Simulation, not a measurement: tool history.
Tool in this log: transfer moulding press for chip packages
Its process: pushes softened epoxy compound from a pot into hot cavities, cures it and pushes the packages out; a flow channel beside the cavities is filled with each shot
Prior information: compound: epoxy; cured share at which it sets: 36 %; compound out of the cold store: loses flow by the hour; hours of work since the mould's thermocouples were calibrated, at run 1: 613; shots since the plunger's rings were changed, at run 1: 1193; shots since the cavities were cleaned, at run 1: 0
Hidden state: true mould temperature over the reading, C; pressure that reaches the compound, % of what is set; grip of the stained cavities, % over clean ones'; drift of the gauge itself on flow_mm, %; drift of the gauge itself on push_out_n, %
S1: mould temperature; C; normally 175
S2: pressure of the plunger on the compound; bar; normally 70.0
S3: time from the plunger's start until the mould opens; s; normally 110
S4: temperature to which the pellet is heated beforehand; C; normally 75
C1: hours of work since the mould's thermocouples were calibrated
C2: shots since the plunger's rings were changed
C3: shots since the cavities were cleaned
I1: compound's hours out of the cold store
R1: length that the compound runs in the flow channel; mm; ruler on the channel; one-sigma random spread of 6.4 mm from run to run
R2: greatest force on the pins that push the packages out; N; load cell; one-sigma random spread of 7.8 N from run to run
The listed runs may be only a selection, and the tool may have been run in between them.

Run 1, hour 0.0: usual settings; C1 613; C2 1193; C3 0; I1 30.2. Result: R1 737 mm, R2 330 N.
Run 2, hour 45.3: usual settings; C1 644; C2 1708; C3 515; I1 34.5. Result: R1 722 mm, R2 544 N.
Run 3, hour 71.4: usual settings; C1 662; C2 2005; C3 812; I1 19.6. Result: R1 769 mm, R2 607 N.
At hour 103.6: cavities cleaned with cleaning compound and waxed.
Run 4, hour 119.9: usual settings; C1 694; C2 2539; C3 186; I1 12.4. Result: R1 795 mm, R2 489 N.
Run 5, hour 171.7: usual settings; C1 730; C2 3128; C3 775; I1 18.4. Result: R1 761 mm, R2 580 N.
Run 6, hour 200.0: usual settings; C1 749; C2 3449; C3 1096; I1 38.8. Result: R1 695 mm, R2 604 N.
At hour 208.8: cavities cleaned with cleaning compound and waxed.
At hour 227.8: mould's thermocouples calibrated.
Run 7, hour 239.2: usual settings; C1 8; C2 3855; C3 323; I1 28.1. Result: R1 727 mm, R2 553 N.
Run 8, hour 287.4: usual settings but S3 113 s; C1 41; C2 4403; C3 871; I1 13.3. Result: R1 762 mm, R2 610 N.
At hour 317.1: cavities cleaned with cleaning compound and waxed.
Run 9, hour 344.0: usual settings but S3 113 s; C1 79; C2 5029; C3 306; I1 40.9. Result: R1 682 mm, R2 497 N.
Run 10, hour 368.9: usual settings but S3 113 s; C1 96; C2 5312; C3 589; I1 9.7. Result: R1 778 mm, R2 609 N.
At hour 393.6: plunger's sealing rings changed.
At hour 422.8: cavities cleaned with cleaning compound and waxed.
Run 11, hour 422.8: usual settings but S3 113 s, S4 84 C; C1 130; C2 315; C3 0; I1 29.5. Result: R1 748 mm, R2 342 N.
Run 12, hour 468.8: usual settings but S4 82 C; C1 162; C2 837; C3 522; I1 46.5. Result: R1 702 mm, R2 548 N.
Run 13, hour 502.2: usual settings but S2 80.2 bar; C1 185; C2 1217; C3 902; I1 10.3. Result: R1 874 mm, R2 681 N.

Predict the results of run 14:
At hour 526.5: cavities cleaned with cleaning compound and waxed.
Run 14, hour 558.2: usual settings but S2 80.2 bar; C1 222; C2 1837; C3 361; I1 38.9. Result: R1 ?, R2 ?.

R1: 747 mm
R2: 511 N
If the tool had no hidden condition, the same run with the same run-to-run variation would have returned R1 765 mm, R2 326 N.

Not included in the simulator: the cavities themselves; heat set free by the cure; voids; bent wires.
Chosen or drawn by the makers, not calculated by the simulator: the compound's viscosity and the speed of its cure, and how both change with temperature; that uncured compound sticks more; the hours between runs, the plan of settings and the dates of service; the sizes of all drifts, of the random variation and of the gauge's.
